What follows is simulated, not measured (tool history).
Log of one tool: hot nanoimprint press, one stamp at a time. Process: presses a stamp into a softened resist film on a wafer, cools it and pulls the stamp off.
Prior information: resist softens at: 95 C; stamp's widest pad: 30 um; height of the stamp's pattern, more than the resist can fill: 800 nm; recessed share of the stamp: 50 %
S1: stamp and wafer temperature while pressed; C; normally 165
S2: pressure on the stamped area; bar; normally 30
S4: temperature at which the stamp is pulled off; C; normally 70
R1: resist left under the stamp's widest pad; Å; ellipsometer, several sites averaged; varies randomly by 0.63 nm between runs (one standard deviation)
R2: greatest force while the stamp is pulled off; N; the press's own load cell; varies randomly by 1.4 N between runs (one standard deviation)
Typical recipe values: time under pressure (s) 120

{"run": 1, "day": 0.0, "S1": 165, "S2": 30, "time under pressure (s)": 120, "S4": 70, "R1": 1577, "R2": 118}
{"day": 0.729, "done": "stamp cleaned and given a new release coat"}
{"run": 2, "day": 1.142, "S1": 165, "S2": 30, "time under pressure (s)": 61, "S4": 70, "R1": 1995, "R2": 105}
{"run": 3, "day": 1.879, "S1": 165, "S2": 30, "time under pressure (s)": 61, "S4": 70, "R1": 1995, "R2": 109}
{"run": 4, "day": 2.958, "S1": 165, "S2": 30, "time under pressure (s)": 61, "S4": 70, "R1": 1977, "R2": 109}
{"run": 5, "day": 4.029, "S1": 165, "S2": 30, "time under pressure (s)": 120, "S4": 70, "R1": 1558, "R2": 111}
{"run": 6, "day": 5.108, "S1": 165, "S2": 30, "time under pressure (s)": 120, "S4": 76, "R1": 1557, "R2": 95}
{"run": 7, "day": 5.817, "S1": 165, "S2": 30, "time under pressure (s)": 120, "S4": 76, "R1": 1569, "R2": 94}
{"run": 8, "day": 6.754, "S1": 165, "S2": 30, "time under pressure (s)": 120, "S4": 76, "R1": 1560, "R2": 96}
{"run": 9, "day": 7.425, "S1": 165, "S2": 30, "time under pressure (s)": 120, "S4": 76, "R1": 1557, "R2": 98}
{"run": 10, "day": 7.896, "S1": 172, "S2": 30, "time under pressure (s)": 120, "S4": 70, "R1": 1195, "R2": 115}
{"run": 11, "day": 8.938, "S1": 172, "S2": 30, "time under pressure (s)": 120, "S4": 70, "R1": 1192, "R2": 117}
{"day": 9.288, "done": "plate thermocouple calibrated"}
{"run": 12, "day": 10.038, "S1": 165, "S2": 18.6, "time under pressure (s)": 120, "S4": 70, "R1": 1965, "R2": 120}
{"run": 13, "day": 10.796, "S1": 165, "S2": 30, "time under pressure (s)": 120, "S4": 70, "R1": 1603, "R2": 117}
{"day": 11.308, "done": "stamp cleaned and given a new release coat"}
{"run": 14, "day": 11.821, "S1": 165, "S2": 30, "time under pressure (s)": 120, "S4": 70, "R1": 1615, "R2": 110}
{"run": 15, "day": 12.45, "S1": 165, "S2": 30, "time under pressure (s)": 120, "S4": 70, "R1": 1606, "R2": 109}
{"run": 16, "day": 13.221, "S1": 165, "S2": 30, "time under pressure (s)": 120, "S4": 70, "R1": 1613, "R2": 111}
{"run": 17, "day": 13.962, "S1": 164, "S2": 30, "time under pressure (s)": 131, "S4": 70, "R1": 1624, "R2": 111}
{"run": 18, "day": 14.779, "S1": 164, "S2": 30, "time under pressure (s)": 131, "S4": 70, "R1": 1617, "R2": 110}
{"run": 19, "day": 15.421, "S1": 158, "S2": 25.8, "time under pressure (s)": 78, "S4": 65, "R1": 2444, "R2": 126}
{"run": 20, "day": 16.517, "S1": 158, "S2": 25.8, "time under pressure (s)": 78, "S4": 65, "R1": 2463, "R2": 128}
{"run": 21, "day": 17.458, "S1": 165, "S2": 25.6, "time under pressure (s)": 130, "S4": 57, "R1": 1659, "R2": 148}
{"run": 22, "day": 17.962, "S1": 165, "S2": 30, "time under pressure (s)": 135, "S4": 70, "R1": 1522, "R2": 114}
{"run": 23, "day": 18.504, "S1": 167, "S2": 35.7, "time under pressure (s)": 120, "S4": 70, "R1": 1359, "R2": 113}
{"run": 24, "day": 19.071, "S1": 169, "S2": 20.4, "time under pressure (s)": 120, "S4": 67, "R1": 1619, "R2": 127}
{"run": 25, "day": 20.117, "S1": 156, "S2": 31.3, "time under pressure (s)": 120, "S4": 73, "R1": 2156, "R2": 107}
{"run": 26, "day": 21.158, "S1": 156, "S2": 31.3, "time under pressure (s)": 120, "S4": 73, "R1": 2172, "R2": 112}
{"day": 21.762, "done": "stamp cleaned and given a new release coat"}
{"run": 27, "day": 22.033, "S1": 156, "S2": 31.3, "time under pressure (s)": 120, "S4": 71, "R1": 2161, "R2": 104}
{"run": 28, "day": 22.712, "S1": 156, "S2": 31.3, "time under pressure (s)": 120, "S4": 71, "R1": 2169, "R2": 104}
{"run": 29, "day": 23.404, "S1": 156, "S2": 31.3, "time under pressure (s)": 61, "S4": 68, "R1": 2571, "R2": 112}

Alternative continuations, all from the tool just after run 29; predict every row:
{"day": 24.029, "done": "press's hydraulic seals changed and the load cell set to zero"}
{"run": "A", "day": 24.312, "S1": 165, "S2": 30, "time under pressure (s)": 214, "S4": 74, "R1": "?", "R2": "?"}
{"day": 24.029, "done": "press's hydraulic seals changed and the load cell set to zero"}
{"run": "B", "day": 24.312, "S1": 156, "S2": 20.1, "time under pressure (s)": 155, "S4": 55, "R1": "?", "R2": "?"}
{"day": 24.029, "done": "press's hydraulic seals changed and the load cell set to zero"}
{"run": "C", "day": 24.312, "S1": 173, "S2": 30, "time under pressure (s)": 120, "S4": 75, "R1": "?", "R2": "?"}

run=A R1=1231 R2=98
run=B R1=2303 R2=149
run=C R1=1146 R2=98
The same runs, with their run-to-run variation unchanged, on a tool lacking any hidden condition would have given:
run=A R1=1272 R2=97
run=B R1=2362 R2=148
run=C R1=1181 R2=98
